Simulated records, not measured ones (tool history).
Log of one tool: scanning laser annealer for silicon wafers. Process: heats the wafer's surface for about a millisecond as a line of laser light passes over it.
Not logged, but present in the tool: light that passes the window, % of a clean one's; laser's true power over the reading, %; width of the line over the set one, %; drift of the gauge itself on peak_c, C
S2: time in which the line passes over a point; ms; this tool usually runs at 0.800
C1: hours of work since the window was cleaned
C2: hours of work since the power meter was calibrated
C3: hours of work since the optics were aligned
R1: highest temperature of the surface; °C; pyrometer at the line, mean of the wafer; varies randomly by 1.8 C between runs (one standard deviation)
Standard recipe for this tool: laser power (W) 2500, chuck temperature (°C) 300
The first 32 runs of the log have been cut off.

Run 33, day 24.658: usual settings but laser power (W) 2234, S2 0.567 ms; C1 105; C2 763; C3 813. Result: R1 872 °C.
Run 34, day 25.629: usual settings but laser power (W) 2234, S2 0.567 ms; C1 116; C2 773; C3 824. Result: R1 870 °C.
Run 35, day 26.096: usual settings but laser power (W) 2722, S2 0.769 ms; C1 121; C2 779; C3 829. Result: R1 1104 °C.
Run 36, day 26.888: usual settings but laser power (W) 2413, S2 0.769 ms, chuck temperature (°C) 310; C1 130; C2 787; C3 838. Result: R1 1025 °C.
Run 37, day 27.612: usual settings but laser power (W) 2453, chuck temperature (°C) 305; C1 138; C2 796; C3 846. Result: R1 1043 °C.
Run 38, day 28.071: usual settings but laser power (W) 2723, chuck temperature (°C) 261; C1 143; C2 801; C3 851. Result: R1 1078 °C.
Run 39, day 28.642: usual settings but chuck temperature (°C) 265; C1 149; C2 807; C3 857. Result: R1 1015 °C.
Run 40, day 29.146: usual settings but laser power (W) 2220, S2 0.627 ms, chuck temperature (°C) 272; C1 155; C2 813; C3 863. Result: R1 866 °C.
Run 41, day 29.888: usual settings but laser power (W) 2582, S2 0.978 ms, chuck temperature (°C) 312; C1 163; C2 821; C3 871. Result: R1 1167 °C.
Run 42, day 30.633: usual settings but laser power (W) 2596, S2 0.959 ms, chuck temperature (°C) 286; C1 172; C2 830; C3 880. Result: R1 1134 °C.

Predict each of these 3 candidate next runs independently; none follows another, all start after run 42:
Run A, day 31.129: usual settings but laser power (W) 2732, S2 0.747 ms, chuck temperature (°C) 286; C1 177; C2 835; C3 885. Result: R1 ?.
Run B, day 31.129: usual settings but laser power (W) 2341, S2 0.959 ms, chuck temperature (°C) 286; C1 177; C2 835; C3 885. Result: R1 ?.
Run C, day 31.129: usual settings but laser power (W) 2339, S2 0.969 ms, chuck temperature (°C) 286; C1 177; C2 835; C3 885. Result: R1 ?.

run    R1
  A  1082
  B  1050
  C  1057
With the hidden condition removed and each run's random variation left untouched, the same runs would have given:
run    R1
  A  1108
  B  1076
  C  1083
